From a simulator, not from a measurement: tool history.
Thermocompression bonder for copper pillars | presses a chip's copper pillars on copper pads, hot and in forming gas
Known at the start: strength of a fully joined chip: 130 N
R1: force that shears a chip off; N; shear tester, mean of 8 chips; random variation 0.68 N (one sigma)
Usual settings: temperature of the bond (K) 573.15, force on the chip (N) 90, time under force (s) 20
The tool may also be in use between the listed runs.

{"run": 1, "hour": 0.0, "temperature of the bond (K)": 573.15, "force on the chip (N)": 90, "time under force (s)": 20, "R1": 46.7}
{"run": 2, "hour": 61.2, "temperature of the bond (K)": 573.15, "force on the chip (N)": 90, "time under force (s)": 20, "R1": 47.1}
{"run": 3, "hour": 99.1, "temperature of the bond (K)": 573.15, "force on the chip (N)": 90, "time under force (s)": 20, "R1": 47.2}
{"run": 4, "hour": 124.3, "temperature of the bond (K)": 573.15, "force on the chip (N)": 90, "time under force (s)": 20, "R1": 46.1}
{"run": 5, "hour": 162.7, "temperature of the bond (K)": 573.15, "force on the chip (N)": 90, "time under force (s)": 20, "R1": 46.6}
{"run": 6, "hour": 206.2, "temperature of the bond (K)": 573.15, "force on the chip (N)": 105, "time under force (s)": 20, "R1": 52.8}
{"run": 7, "hour": 258.2, "temperature of the bond (K)": 573.15, "force on the chip (N)": 105, "time under force (s)": 20, "R1": 51.0}
{"run": 8, "hour": 308.9, "temperature of the bond (K)": 573.15, "force on the chip (N)": 105, "time under force (s)": 20, "R1": 51.1}
{"run": 9, "hour": 350.7, "temperature of the bond (K)": 573.15, "force on the chip (N)": 105, "time under force (s)": 20, "R1": 52.2}
{"run": 10, "hour": 400.2, "temperature of the bond (K)": 573.15, "force on the chip (N)": 105, "time under force (s)": 20, "R1": 52.3}
{"run": 11, "hour": 456.9, "temperature of the bond (K)": 573.15, "force on the chip (N)": 105, "time under force (s)": 20, "R1": 52.5}
{"run": 12, "hour": 482.9, "temperature of the bond (K)": 573.15, "force on the chip (N)": 105, "time under force (s)": 20, "R1": 51.6}
{"run": 13, "hour": 527.7, "temperature of the bond (K)": 573.15, "force on the chip (N)": 90, "time under force (s)": 16, "R1": 42.1}
{"run": 14, "hour": 568.2, "temperature of the bond (K)": 573.15, "force on the chip (N)": 90, "time under force (s)": 23, "R1": 49.4}
{"run": 15, "hour": 622.8, "temperature of the bond (K)": 573.15, "force on the chip (N)": 90, "time under force (s)": 23, "R1": 49.4}
{"run": 16, "hour": 654.1, "temperature of the bond (K)": 573.15, "force on the chip (N)": 118, "time under force (s)": 23, "R1": 60.5}
{"run": 17, "hour": 711.4, "temperature of the bond (K)": 573.15, "force on the chip (N)": 118, "time under force (s)": 13, "R1": 48.3}
{"run": 18, "hour": 739.9, "temperature of the bond (K)": 573.15, "force on the chip (N)": 118, "time under force (s)": 13, "R1": 50.0}
{"run": 19, "hour": 784.5, "temperature of the bond (K)": 573.15, "force on the chip (N)": 118, "time under force (s)": 13, "R1": 48.7}
{"run": 20, "hour": 816.7, "temperature of the bond (K)": 573.15, "force on the chip (N)": 118, "time under force (s)": 13, "R1": 48.7}
{"run": 21, "hour": 869.9, "temperature of the bond (K)": 573.15, "force on the chip (N)": 118, "time under force (s)": 13, "R1": 47.7}
{"run": 22, "hour": 929.6, "temperature of the bond (K)": 573.15, "force on the chip (N)": 85, "time under force (s)": 13, "R1": 38.1}
{"run": 23, "hour": 964.7, "temperature of the bond (K)": 595.15, "force on the chip (N)": 67, "time under force (s)": 20, "R1": 51.6}
{"run": 24, "hour": 994.9, "temperature of the bond (K)": 560.15, "force on the chip (N)": 90, "time under force (s)": 20, "R1": 38.7}
{"run": 25, "hour": 1050.4, "temperature of the bond (K)": 554.15, "force on the chip (N)": 67, "time under force (s)": 21, "R1": 26.9}
{"run": 26, "hour": 1078.0, "temperature of the bond (K)": 566.15, "force on the chip (N)": 96, "time under force (s)": 21, "R1": 44.1}
{"run": 27, "hour": 1103.2, "temperature of the bond (K)": 578.15, "force on the chip (N)": 57, "time under force (s)": 12, "R1": 28.2}
{"run": 28, "hour": 1139.4, "temperature of the bond (K)": 573.15, "force on the chip (N)": 114, "time under force (s)": 35, "R1": 67.7}
{"run": 29, "hour": 1190.8, "temperature of the bond (K)": 573.15, "force on the chip (N)": 114, "time under force (s)": 35, "R1": 66.6}
{"run": 30, "hour": 1251.8, "temperature of the bond (K)": 595.15, "force on the chip (N)": 90, "time under force (s)": 48, "R1": 82.2}
{"run": 31, "hour": 1276.9, "temperature of the bond (K)": 574.15, "force on the chip (N)": 90, "time under force (s)": 13, "R1": 40.4}
{"run": 32, "hour": 1326.3, "temperature of the bond (K)": 564.15, "force on the chip (N)": 90, "time under force (s)": 37, "R1": 51.4}
{"run": 33, "hour": 1368.4, "temperature of the bond (K)": 561.15, "force on the chip (N)": 119, "time under force (s)": 12, "R1": 39.6}
{"run": 34, "hour": 1407.2, "temperature of the bond (K)": 561.15, "force on the chip (N)": 119, "time under force (s)": 12, "R1": 39.4}
{"run": 35, "hour": 1450.1, "temperature of the bond (K)": 561.15, "force on the chip (N)": 119, "time under force (s)": 12, "R1": 38.4}

Not shown: 2 entries that the log had between the listed runs. Between which runs, and how does the tool's hidden state differ before and after?
Between runs 1 and 2: force cell calibrated (hour 27.5)
  force that reaches the chip, % of what is set: 100.6 -> 100; oxide that the forming gas leaves, % of the face: 0.93 -> 0.97
Between runs 14 and 15: forming gas filter changed (hour 600.2)
  oxide that the forming gas leaves, % of the face: 1.29 -> 0.52
